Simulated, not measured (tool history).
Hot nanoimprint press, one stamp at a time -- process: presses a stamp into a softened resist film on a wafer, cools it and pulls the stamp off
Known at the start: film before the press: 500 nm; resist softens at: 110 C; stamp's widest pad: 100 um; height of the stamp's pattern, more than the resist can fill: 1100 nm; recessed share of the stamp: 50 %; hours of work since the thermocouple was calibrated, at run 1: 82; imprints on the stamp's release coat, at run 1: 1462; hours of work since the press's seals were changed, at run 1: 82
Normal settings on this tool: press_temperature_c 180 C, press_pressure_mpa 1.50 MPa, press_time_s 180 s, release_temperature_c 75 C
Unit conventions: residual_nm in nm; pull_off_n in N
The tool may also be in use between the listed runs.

run,hour,press_temperature_c,press_pressure_mpa,press_time_s,release_temperature_c,hours of work since the thermocouple was calibrated,imprints on the stamp's release coat,hours of work since the press's seals were changed,residual_nm,pull_off_n
1,0.0,180,1.50,180,75,82,1462,82,275.0,110
2,62.0,180,1.50,180,75,131,1609,131,273.1,107
3,95.2,180,1.50,122,75,156,1687,156,311.3,109
4,140.2,180,1.50,122,78,191,1794,191,309.8,111
5,205.6,180,1.10,122,78,242,1948,242,339.2,107
6,255.7,180,1.41,122,78,281,2067,281,316.7,108
7,318.6,180,1.41,122,78,330,2215,330,316.1,104
# hour 338.2: plate thermocouple calibrated
# hour 344.2: stamp cleaned and given a new release coat
8,364.7,180,1.41,122,78,16,48,359,315.9,101
9,408.9,180,1.41,122,78,50,153,393,313.4,103
10,474.3,180,1.41,122,78,101,307,444,313.8,105
11,520.2,180,1.50,180,75,137,416,480,269.8,107
12,575.9,180,1.50,180,75,180,547,523,270.8,112
# hour 626.0: press's hydraulic seals changed and the load cell set to zero
13,626.0,180,1.72,180,75,213,647,0,257.5,107
14,658.9,180,1.72,180,75,238,725,26,257.8,110
15,716.8,180,1.86,180,75,283,861,71,249.3,110
16,758.6,180,0.91,180,66,316,960,103,316.5,127
# hour 798.7: plate thermocouple calibrated
17,829.1,180,1.50,180,73,24,1120,155,269.4,111
18,877.6,189,1.60,195,73,61,1234,193,181.4,108
19,932.6,180,1.60,195,69,104,1364,236,254.3,117
20,983.4,180,1.30,107,75,143,1485,275,330.8,110
21,1030.9,177,1.30,107,75,180,1597,312,353.8,111
# hour 1088.8: gauge calibrated
22,1088.8,177,1.30,107,75,225,1734,357,366.5,111
23,1149.3,177,1.30,107,75,272,1877,404,366.0,113
24,1217.8,180,1.90,111,75,325,2039,457,298.4,109
# hour 1243.2: plate thermocouple calibrated
25,1274.7,180,1.39,180,70,24,2166,499,281.6,114
# hour 1319.5: stamp cleaned and given a new release coat
26,1348.2,180,1.39,180,70,77,68,552,280.2,109
# hour 1362.0: press's hydraulic seals changed and the load cell set to zero
27,1408.2,171,1.73,277,75,117,191,36,309.5,110
28,1463.3,168,1.39,168,66,160,321,79,400.1,117
29,1501.3,180,1.26,180,76,190,411,108,288.6,110

Each row is a separate what-if for the run after 29, all from the same tool condition, not one after another. Results?
A,1577.9,169,1.50,96,70,249,592,168,?,?
B,1577.9,181,2.21,180,75,249,592,168,?,?
C,1577.9,175,1.26,180,81,249,592,168,?,?
D,1577.9,171,2.27,190,75,249,592,168,?,?
E,1577.9,180,1.44,180,76,249,592,168,?,?

run,residual_nm,pull_off_n
A,420.7,114
B,227.6,113
C,334.9,100
D,318.2,106
E,276.4,106
With no hidden state in the tool, these same runs would have given:
run,residual_nm,pull_off_n
A,425.9,114
B,230.4,112
C,339.1,100
D,322.2,106
E,279.9,106

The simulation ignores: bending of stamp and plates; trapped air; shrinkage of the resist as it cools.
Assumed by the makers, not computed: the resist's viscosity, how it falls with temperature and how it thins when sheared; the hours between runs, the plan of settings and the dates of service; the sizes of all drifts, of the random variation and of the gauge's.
